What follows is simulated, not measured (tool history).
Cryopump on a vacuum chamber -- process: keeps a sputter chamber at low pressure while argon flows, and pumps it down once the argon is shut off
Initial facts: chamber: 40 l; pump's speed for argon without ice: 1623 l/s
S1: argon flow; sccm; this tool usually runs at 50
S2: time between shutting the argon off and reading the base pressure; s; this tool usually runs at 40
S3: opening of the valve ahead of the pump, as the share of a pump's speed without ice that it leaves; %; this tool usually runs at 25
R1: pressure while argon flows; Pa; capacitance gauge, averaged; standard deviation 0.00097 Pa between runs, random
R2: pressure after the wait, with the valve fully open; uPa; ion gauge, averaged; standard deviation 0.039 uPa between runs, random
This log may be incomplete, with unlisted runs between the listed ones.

run	hour	S1	S2	S3	R1	R2
1	0	50	40	25	0.2105	2.64
2	12.2	50	40	25	0.2088	2.74
3	21.9	50	40	25	0.211	2.66
4	36.3	50	40	37	0.1436	2.64
5	52.1	50	40	37	0.1439	2.69
6	66	50	40	35	0.15	2.62
7	84.8	50	40	35	0.1517	2.68
8	102.3	50	40	35	0.1514	2.74
9	113.6	50	40	35	0.1521	2.74
10	123.7	50	40	35	0.1514	2.7
11	136.7	46	40	25	0.1935	2.62
12	147	46	40	25	0.1935	2.66
13	162.3	46	40	25	0.1938	2.76
14	178.6	25	40	25	0.1058	2.72
15	196	25	40	25	0.1051	2.7
16	204	25	40	25	0.1048	2.75
17	221.6	25	40	25	0.1066	2.82
18	238	25	40	25	0.1055	2.75
19	254.7	53	146	25	0.2262	1.29

What will run 20 give?
20	268.2	53	146	25	?	?

R1: 0.223 Pa
R2: 1.3 uPa
Minus the tool's unlogged condition, the same run would have read R1 0.219 Pa, R2 0.78 uPa.
